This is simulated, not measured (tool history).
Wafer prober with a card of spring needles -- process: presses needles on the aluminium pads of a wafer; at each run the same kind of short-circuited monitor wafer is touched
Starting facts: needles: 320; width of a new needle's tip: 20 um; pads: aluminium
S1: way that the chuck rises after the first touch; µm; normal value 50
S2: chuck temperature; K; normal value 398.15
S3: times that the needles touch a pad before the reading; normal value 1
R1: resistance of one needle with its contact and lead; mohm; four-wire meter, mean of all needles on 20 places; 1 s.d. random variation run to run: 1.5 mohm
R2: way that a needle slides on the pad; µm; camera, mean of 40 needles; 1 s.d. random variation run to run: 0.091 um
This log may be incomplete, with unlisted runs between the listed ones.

Run 1, hour 0: usual settings. Result: R1 134 mohm, R2 13.87 µm.
Run 2, hour 11.2: usual settings. Result: R1 135 mohm, R2 14.11 µm.
Run 3, hour 18.8: usual settings but S2 394.15 K. Result: R1 134 mohm, R2 13.85 µm.
Run 4, hour 32.1: usual settings but S2 394.15 K. Result: R1 134 mohm, R2 14.02 µm.
At hour 38.3: tips cleaned on abrasive film.
Run 5, hour 43.6: usual settings. Result: R1 134 mohm, R2 13.95 µm.
Run 6, hour 51.2: usual settings but S2 300.15 K. Result: R1 121 mohm, R2 13.77 µm.
Run 7, hour 61.2: usual settings but S2 300.15 K. Result: R1 120 mohm, R2 13.96 µm.
Run 8, hour 74.4: usual settings but S2 300.15 K. Result: R1 122 mohm, R2 13.95 µm.
At hour 82.3: tips cleaned on abrasive film.
Run 9, hour 86: usual settings but S2 300.15 K. Result: R1 116 mohm, R2 13.88 µm.
Run 10, hour 95.7: usual settings but S2 302.15 K. Result: R1 120 mohm, R2 13.87 µm.
Run 11, hour 105.7: usual settings. Result: R1 135 mohm, R2 14 µm.
Run 12, hour 123.2: usual settings. Result: R1 136 mohm, R2 13.82 µm.
At hour 126.2: tips cleaned on abrasive film.
Run 13, hour 132.1: usual settings. Result: R1 134 mohm, R2 13.92 µm.
Run 14, hour 145.2: usual settings. Result: R1 135 mohm, R2 14.11 µm.
Run 15, hour 154: usual settings. Result: R1 134 mohm, R2 14.1 µm.
Run 16, hour 163.1: usual settings but S2 386.15 K. Result: R1 133 mohm, R2 13.85 µm.
At hour 171.1: tips cleaned on abrasive film.
Run 17, hour 173.9: usual settings but S2 386.15 K. Result: R1 134 mohm, R2 13.82 µm.
Run 18, hour 190.5: usual settings but S3 2. Result: R1 132 mohm, R2 13.86 µm.
Run 19, hour 200.1: usual settings but S3 2. Result: R1 131 mohm, R2 13.7 µm.
Run 20, hour 209.5: usual settings but S3 2. Result: R1 135 mohm, R2 13.93 µm.
At hour 216.2: tips cleaned on abrasive film.
Run 21, hour 224.5: usual settings but S2 363.15 K. Result: R1 131 mohm, R2 14.02 µm.
Run 22, hour 242: usual settings but S2 363.15 K. Result: R1 129 mohm, R2 13.99 µm.
Run 23, hour 249.1: usual settings but S1 65 µm, S3 2. Result: R1 129 mohm, R2 18.08 µm.
At hour 261: tips cleaned on abrasive film.
Run 24, hour 261: usual settings but S1 30 µm, S2 309.15 K, S3 2. Result: R1 130 mohm, R2 8.46 µm.
Run 25, hour 268.7: usual settings but S1 55 µm, S2 356.15 K, S3 2. Result: R1 128 mohm, R2 15.36 µm.
Run 26, hour 280.1: usual settings but S1 55 µm, S2 356.15 K, S3 2. Result: R1 126 mohm, R2 15.48 µm.
Run 27, hour 293.7: usual settings but S1 40 µm, S2 394.15 K. Result: R1 137 mohm, R2 11.06 µm.
At hour 305.5: tips cleaned on abrasive film.
Run 28, hour 308.7: usual settings but S2 315.15 K. Result: R1 122 mohm, R2 14.07 µm.
Run 29, hour 317.5: usual settings but S1 38 µm, S2 303.15 K, S3 3. Result: R1 126 mohm, R2 10.64 µm.
Run 30, hour 329.3: usual settings but S1 38 µm, S2 303.15 K, S3 3. Result: R1 124 mohm, R2 10.62 µm.
Run 31, hour 345.7: usual settings but S1 38 µm, S2 303.15 K, S3 3. Result: R1 124 mohm, R2 10.57 µm.
At hour 350: tips cleaned on abrasive film.
Run 32, hour 360.2: usual settings but S1 47 µm, S3 3. Result: R1 135 mohm, R2 13.28 µm.
Run 33, hour 369.2: usual settings but S2 325.15 K, S3 3. Result: R1 125 mohm, R2 13.95 µm.
Run 34, hour 376.8: usual settings but S2 344.15 K. Result: R1 129 mohm, R2 13.84 µm.

4 options for the next run, each taken on its own from the tool as it stands now. Forecast them:
Run A, hour 390.8: usual settings but S1 33 µm, S2 390.15 K. Result: R1 ?, R2 ?.
Run B, hour 390.8: usual settings but S1 32 µm, S2 321.15 K. Result: R1 ?, R2 ?.
Run C, hour 390.8: usual settings but S2 344.15 K. Result: R1 ?, R2 ?.
Run D, hour 390.8: usual settings but S1 38 µm, S2 381.15 K, S3 2. Result: R1 ?, R2 ?.

run   R1     R2
  A  141   9.23
  B  128   8.96
  C  126  13.97
  D  139  10.64
With no hidden state in the tool, these same runs would have given:
run   R1     R2
  A  140   9.23
  B  128   8.96
  C  126  13.97
  D  139  10.64

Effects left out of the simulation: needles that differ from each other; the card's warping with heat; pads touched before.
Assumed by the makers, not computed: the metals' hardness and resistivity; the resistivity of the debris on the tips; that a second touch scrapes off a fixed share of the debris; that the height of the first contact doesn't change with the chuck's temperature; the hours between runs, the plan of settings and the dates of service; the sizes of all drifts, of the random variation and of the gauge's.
